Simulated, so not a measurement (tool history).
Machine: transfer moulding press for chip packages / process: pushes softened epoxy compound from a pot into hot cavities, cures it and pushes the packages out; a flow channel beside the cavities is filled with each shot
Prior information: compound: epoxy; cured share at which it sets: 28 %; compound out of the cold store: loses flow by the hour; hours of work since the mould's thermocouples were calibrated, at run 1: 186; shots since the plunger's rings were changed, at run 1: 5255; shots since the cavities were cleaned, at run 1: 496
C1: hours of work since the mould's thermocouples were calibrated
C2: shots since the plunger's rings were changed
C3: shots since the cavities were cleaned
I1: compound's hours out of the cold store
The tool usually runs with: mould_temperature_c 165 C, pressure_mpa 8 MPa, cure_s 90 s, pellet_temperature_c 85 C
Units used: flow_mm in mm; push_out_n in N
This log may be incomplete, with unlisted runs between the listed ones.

Run 1, day 0: usual settings; C1 186; C2 5255; C3 496; I1 23.1. Result: flow_mm 720 mm, push_out_n 280 N.
Run 2, day 0.554: usual settings; C1 193; C2 5416; C3 657; I1 10.6. Result: flow_mm 759 mm, push_out_n 273 N.
At day 0.95: plunger's sealing rings changed.
Run 3, day 1.596: usual settings; C1 206; C2 186; C3 928; I1 23.6. Result: flow_mm 711 mm, push_out_n 275 N.
At day 1.767: cavities cleaned with cleaning compound and waxed.
Run 4, day 2.525: usual settings; C1 217; C2 437; C3 219; I1 30.7. Result: flow_mm 686 mm, push_out_n 264 N.
Run 5, day 3.371: usual settings; C1 229; C2 682; C3 464; I1 32. Result: flow_mm 682 mm, push_out_n 259 N.
Run 6, day 4.396: usual settings; C1 242; C2 979; C3 761; I1 24.4. Result: flow_mm 710 mm, push_out_n 265 N.
Run 7, day 4.871: usual settings but pressure_mpa 8.94 MPa; C1 249; C2 1116; C3 898; I1 18.3. Result: flow_mm 779 mm, push_out_n 280 N.
At day 5.196: cavities cleaned with cleaning compound and waxed.
Run 8, day 5.492: usual settings but pressure_mpa 8.94 MPa; C1 256; C2 1279; C3 87; I1 33. Result: flow_mm 721 mm, push_out_n 261 N.
Run 9, day 6.062: usual settings but mould_temperature_c 161 C; C1 264; C2 1443; C3 251; I1 19.9. Result: flow_mm 738 mm, push_out_n 342 N.
Run 10, day 6.917: usual settings but mould_temperature_c 161 C; C1 275; C2 1691; C3 499; I1 45.4. Result: flow_mm 648 mm, push_out_n 308 N.
Run 11, day 7.654: usual settings but mould_temperature_c 161 C; C1 285; C2 1905; C3 713; I1 41.3. Result: flow_mm 665 mm, push_out_n 337 N.
Run 12, day 8.475: usual settings; C1 296; C2 2143; C3 951; I1 46.7. Result: flow_mm 637 mm, push_out_n 262 N.
At day 8.612: cavities cleaned with cleaning compound and waxed.
Run 13, day 9.05: usual settings; C1 303; C2 2291; C3 126; I1 17. Result: flow_mm 738 mm, push_out_n 263 N.
Run 14, day 9.971: usual settings; C1 316; C2 2558; C3 393; I1 39.1. Result: flow_mm 657 mm, push_out_n 268 N.
Run 15, day 10.838: usual settings; C1 327; C2 2808; C3 643; I1 20.3. Result: flow_mm 725 mm, push_out_n 274 N.
Run 16, day 11.421: usual settings but mould_temperature_c 164 C, pressure_mpa 7.68 MPa, cure_s 98 s, pellet_temperature_c 77 C; C1 335; C2 2978; C3 813; I1 18.7. Result: flow_mm 721 mm, push_out_n 275 N.
At day 12.033: cavities cleaned with cleaning compound and waxed.
Run 17, day 12.488: usual settings but mould_temperature_c 164 C, pressure_mpa 7.68 MPa, cure_s 98 s, pellet_temperature_c 77 C; C1 348; C2 3269; C3 132; I1 13.1. Result: flow_mm 739 mm, push_out_n 257 N.
Run 18, day 13.417: usual settings but mould_temperature_c 164 C, pressure_mpa 7.68 MPa, cure_s 98 s, pellet_temperature_c 77 C; C1 361; C2 3537; C3 400; I1 32.7. Result: flow_mm 671 mm, push_out_n 249 N.
Run 19, day 14.288: usual settings; C1 373; C2 3789; C3 652; I1 20.2. Result: flow_mm 724 mm, push_out_n 275 N.
Run 20, day 14.858: usual settings but mould_temperature_c 158 C, pressure_mpa 7.86 MPa, pellet_temperature_c 95 C; C1 380; C2 3955; C3 818; I1 47.9. Result: flow_mm 647 mm, push_out_n 385 N.
At day 15.433: cavities cleaned with cleaning compound and waxed.
Run 21, day 15.646: usual settings but mould_temperature_c 170 C, pressure_mpa 8.88 MPa; C1 390; C2 4166; C3 62; I1 28.8. Result: flow_mm 719 mm, push_out_n 240 N.
Run 22, day 16.358: usual settings but pressure_mpa 6.61 MPa, pellet_temperature_c 89 C; C1 400; C2 4371; C3 267; I1 9.9. Result: flow_mm 695 mm, push_out_n 283 N.
Run 23, day 17.175: usual settings but pressure_mpa 9.99 MPa, cure_s 120 s, pellet_temperature_c 78 C; C1 411; C2 4608; C3 504; I1 40.8. Result: flow_mm 730 mm, push_out_n 239 N.
Run 24, day 17.846: usual settings but pressure_mpa 7.92 MPa, cure_s 116 s, pellet_temperature_c 91 C; C1 419; C2 4802; C3 698; I1 21. Result: flow_mm 715 mm, push_out_n 234 N.
At day 18.854: cavities cleaned with cleaning compound and waxed.
Run 25, day 18.929: usual settings but mould_temperature_c 160 C, pressure_mpa 7.69 MPa, cure_s 70 s, pellet_temperature_c 87 C; C1 433; C2 5098; C3 22; I1 34.4. Result: flow_mm 670 mm, push_out_n 561 N.
Run 26, day 19.85: usual settings but mould_temperature_c 172 C, pressure_mpa 7.49 MPa, cure_s 70 s, pellet_temperature_c 87 C; C1 446; C2 5364; C3 288; I1 18. Result: flow_mm 696 mm, push_out_n 281 N.
At day 20.417: plunger's sealing rings changed.
Run 27, day 20.562: usual settings but mould_temperature_c 169 C, pressure_mpa 6.28 MPa, cure_s 102 s; C1 454; C2 43; C3 465; I1 38.5. Result: flow_mm 580 mm, push_out_n 228 N.

Forecast each of these 5 alternatives for the next run:
Run A, day 21.633: usual settings but cure_s 81 s; C1 468; C2 352; C3 774; I1 24.4. Result: flow_mm ?, push_out_n ?.
Run B, day 21.633: usual settings but mould_temperature_c 171 C, pressure_mpa 8.98 MPa, cure_s 102 s; C1 468; C2 352; C3 774; I1 24.3. Result: flow_mm ?, push_out_n ?.
Run C, day 21.633: usual settings but pellet_temperature_c 90 C; C1 468; C2 352; C3 774; I1 21.8. Result: flow_mm ?, push_out_n ?.
Run D, day 21.633: usual settings but pressure_mpa 8.4 MPa; C1 468; C2 352; C3 774; I1 39.5. Result: flow_mm ?, push_out_n ?.
Run E, day 21.633: usual settings but mould_temperature_c 171 C, pressure_mpa 6.28 MPa, cure_s 123 s; C1 468; C2 352; C3 774; I1 13.5. Result: flow_mm ?, push_out_n ?.

run  flow_mm  push_out_n
  A      710         332
  B      739         221
  C      717         281
  D      675         257
  E      649         219
Without the tool's unlogged condition, the same runs would have read:
run  flow_mm  push_out_n
  A      710         328
  B      739         218
  C      718         277
  D      676         253
  E      649         216
